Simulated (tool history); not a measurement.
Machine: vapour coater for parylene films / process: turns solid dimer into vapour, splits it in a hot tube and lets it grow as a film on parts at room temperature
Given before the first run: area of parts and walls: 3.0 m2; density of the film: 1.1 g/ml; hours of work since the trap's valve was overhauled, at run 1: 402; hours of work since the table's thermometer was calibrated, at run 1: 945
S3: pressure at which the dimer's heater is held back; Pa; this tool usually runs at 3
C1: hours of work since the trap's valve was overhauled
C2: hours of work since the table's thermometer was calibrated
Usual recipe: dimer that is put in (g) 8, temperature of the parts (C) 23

Run 1, day 0: usual settings; C1 402; C2 945. Result: thickness of the film (nm) 1540.
Run 2, day 2.283: usual settings but temperature of the parts (C) 18; C1 439; C2 983. Result: thickness of the film (nm) 1910.
Run 3, day 3.583: usual settings but temperature of the parts (C) 18; C1 461; C2 1004. Result: thickness of the film (nm) 1890.
Run 4, day 5.833: usual settings; C1 498; C2 1041. Result: thickness of the film (nm) 1510.
Run 5, day 8.242: usual settings; C1 537; C2 1081. Result: thickness of the film (nm) 1520.
Run 6, day 10.275: usual settings but dimer that is put in (g) 4; C1 571; C2 1114. Result: thickness of the film (nm) 730.
Run 7, day 12.192: usual settings but dimer that is put in (g) 6; C1 602; C2 1146. Result: thickness of the film (nm) 1110.
Run 8, day 13.292: usual settings; C1 620; C2 1164. Result: thickness of the film (nm) 1480.
At day 15.229: trap's valve overhauled.
Run 9, day 15.696: usual settings; C1 8; C2 1201. Result: thickness of the film (nm) 1730.
Run 10, day 17.017: usual settings; C1 29; C2 1222. Result: thickness of the film (nm) 1720.
Run 11, day 19.438: usual settings; C1 69; C2 1262. Result: thickness of the film (nm) 1640.
Run 12, day 21.038: usual settings; C1 95; C2 1288. Result: thickness of the film (nm) 1660.
Run 13, day 23.308: usual settings but dimer that is put in (g) 13, S3 5.99 Pa; C1 133; C2 1326. Result: thickness of the film (nm) 2480.
Run 14, day 25.708: usual settings but S3 11.48 Pa; C1 172; C2 1365. Result: thickness of the film (nm) 1440.
Run 15, day 27.117: usual settings but S3 11.48 Pa; C1 195; C2 1388. Result: thickness of the film (nm) 1450.
Run 16, day 28.375: usual settings but S3 6.34 Pa; C1 216; C2 1409. Result: thickness of the film (nm) 1520.
Run 17, day 29.512: usual settings but S3 6.34 Pa; C1 235; C2 1428. Result: thickness of the film (nm) 1520.
Run 18, day 30.912: usual settings but S3 6.34 Pa; C1 258; C2 1451. Result: thickness of the film (nm) 1520.
Run 19, day 32.854: usual settings but dimer that is put in (g) 4, temperature of the parts (C) 15, S3 5.4 Pa; C1 290; C2 1483. Result: thickness of the film (nm) 1140.
Run 20, day 35.133: usual settings but dimer that is put in (g) 4, temperature of the parts (C) 16, S3 3.63 Pa; C1 327; C2 1520. Result: thickness of the film (nm) 1060.
Run 21, day 36.412: usual settings but dimer that is put in (g) 4, temperature of the parts (C) 16, S3 3.63 Pa; C1 348; C2 1541. Result: thickness of the film (nm) 1020.
Run 22, day 38.362: usual settings but dimer that is put in (g) 4, temperature of the parts (C) 16, S3 3.63 Pa; C1 380; C2 1573. Result: thickness of the film (nm) 1020.
Run 23, day 39.775: usual settings but dimer that is put in (g) 4, temperature of the parts (C) 16, S3 3.63 Pa; C1 403; C2 1596. Result: thickness of the film (nm) 1050.
Run 24, day 41.425: usual settings but dimer that is put in (g) 3, temperature of the parts (C) 35, S3 2 Pa; C1 430; C2 1623. Result: thickness of the film (nm) 390.

Forecast each of these 4 alternatives for the next run:
Run A, day 43.071: usual settings but dimer that is put in (g) 13, temperature of the parts (C) 30, S3 7.76 Pa; C1 458; C2 1651. Result: thickness of the film (nm) ?.
Run B, day 43.071: usual settings but dimer that is put in (g) 10, temperature of the parts (C) 19, S3 11.21 Pa; C1 458; C2 1651. Result: thickness of the film (nm) ?.
Run C, day 43.071: usual settings but dimer that is put in (g) 4, temperature of the parts (C) 30, S3 4.67 Pa; C1 458; C2 1651. Result: thickness of the film (nm) ?.
Run D, day 43.071: usual settings but dimer that is put in (g) 13; C1 458; C2 1651. Result: thickness of the film (nm) ?.

run  thickness of the film (nm)
  A                        1680
  B                        2070
  C                         550
  D                        2440
With no hidden state in the tool, these same runs would have given:
run  thickness of the film (nm)
  A                        1960
  B                        2410
  C                         640
  D                        2850

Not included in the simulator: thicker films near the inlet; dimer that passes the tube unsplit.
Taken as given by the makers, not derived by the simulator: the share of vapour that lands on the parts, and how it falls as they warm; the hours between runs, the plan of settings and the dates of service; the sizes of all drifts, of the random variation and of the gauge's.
